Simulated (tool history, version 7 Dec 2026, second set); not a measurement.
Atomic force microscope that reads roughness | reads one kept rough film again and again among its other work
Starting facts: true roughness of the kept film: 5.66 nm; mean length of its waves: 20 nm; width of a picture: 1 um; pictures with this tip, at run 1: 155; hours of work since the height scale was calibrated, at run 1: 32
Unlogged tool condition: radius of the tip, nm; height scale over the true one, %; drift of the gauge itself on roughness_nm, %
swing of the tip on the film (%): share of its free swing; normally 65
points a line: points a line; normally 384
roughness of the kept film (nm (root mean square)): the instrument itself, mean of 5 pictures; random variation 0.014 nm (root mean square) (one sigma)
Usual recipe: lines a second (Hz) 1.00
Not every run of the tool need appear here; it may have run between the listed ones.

| run | hour | lines a second (Hz) | swing of the tip on the film (%) | points a line | pictures with this tip | hours of work since the height scale was calibrated | roughness of the kept film (nm (root mean square)) |
|---|---|---|---|---|---|---|---|
| 1 | 0.0 | 1.00 | 65 | 384 | 155 | 32 | 3.410 |
| 2 | 19.9 | 0.51 | 65 | 384 | 169 | 40 | 3.507 |
| 3 | 30.0 | 0.51 | 65 | 384 | 176 | 44 | 3.505 |
| 4 | 40.8 | 0.51 | 65 | 384 | 184 | 49 | 3.474 |
| 5 | 50.7 | 0.51 | 66 | 384 | 191 | 53 | 3.478 |
| 6 | 65.7 | 1.00 | 65 | 384 | 202 | 59 | 3.443 |
| 7 | 86.2 | 1.00 | 65 | 384 | 216 | 67 | 3.401 |
| 8 | 101.3 | 1.00 | 65 | 384 | 227 | 74 | 3.392 |
| 9 | 116.8 | 1.00 | 65 | 384 | 238 | 80 | 3.396 |
| 10 | 135.4 | 1.00 | 65 | 384 | 251 | 88 | 3.424 |
| 11 | 145.7 | 1.83 | 65 | 384 | 258 | 92 | 3.291 |
| 12 | 161.4 | 1.83 | 63 | 384 | 269 | 98 | 3.331 |
| 13 | 172.6 | 1.00 | 65 | 511 | 277 | 103 | 3.423 |
| 14 | 187.4 | 1.00 | 65 | 703 | 288 | 109 | 3.451 |
| 15 | 203.7 | 1.00 | 65 | 703 | 299 | 115 | 3.440 |
|  | 207.6 | new tip fitted |
| 16 | 214.4 | 1.00 | 65 | 703 | 4 | 120 | 3.470 |
| 17 | 225.7 | 1.00 | 65 | 703 | 12 | 124 | 3.467 |
| 18 | 235.1 | 1.00 | 65 | 703 | 19 | 128 | 3.479 |
| 19 | 245.8 | 1.00 | 65 | 384 | 27 | 132 | 3.418 |
| 20 | 254.6 | 1.00 | 65 | 815 | 33 | 136 | 3.466 |
| 21 | 269.0 | 1.00 | 73 | 384 | 43 | 142 | 3.342 |
| 22 | 281.9 | 1.11 | 65 | 330 | 52 | 147 | 3.400 |
| 23 | 296.3 | 1.28 | 65 | 385 | 62 | 153 | 3.393 |
| 24 | 305.8 | 1.14 | 62 | 384 | 69 | 157 | 3.433 |
| 25 | 319.6 | 1.14 | 68 | 384 | 79 | 163 | 3.367 |
| 26 | 330.0 | 1.03 | 67 | 740 | 86 | 167 | 3.440 |
| 27 | 349.2 | 1.03 | 67 | 740 | 100 | 175 | 3.436 |

Expected results for the next run?
| 28 | 363.4 | 1.05 | 67 | 436 | 110 | 180 | ? |

For run 28 the tool returned roughness of the kept film (nm (root mean square)) 3.427.
If the tool had no hidden condition, the same run with the same run-to-run variation would have returned roughness of the kept film (nm (root mean square)) 3.434.
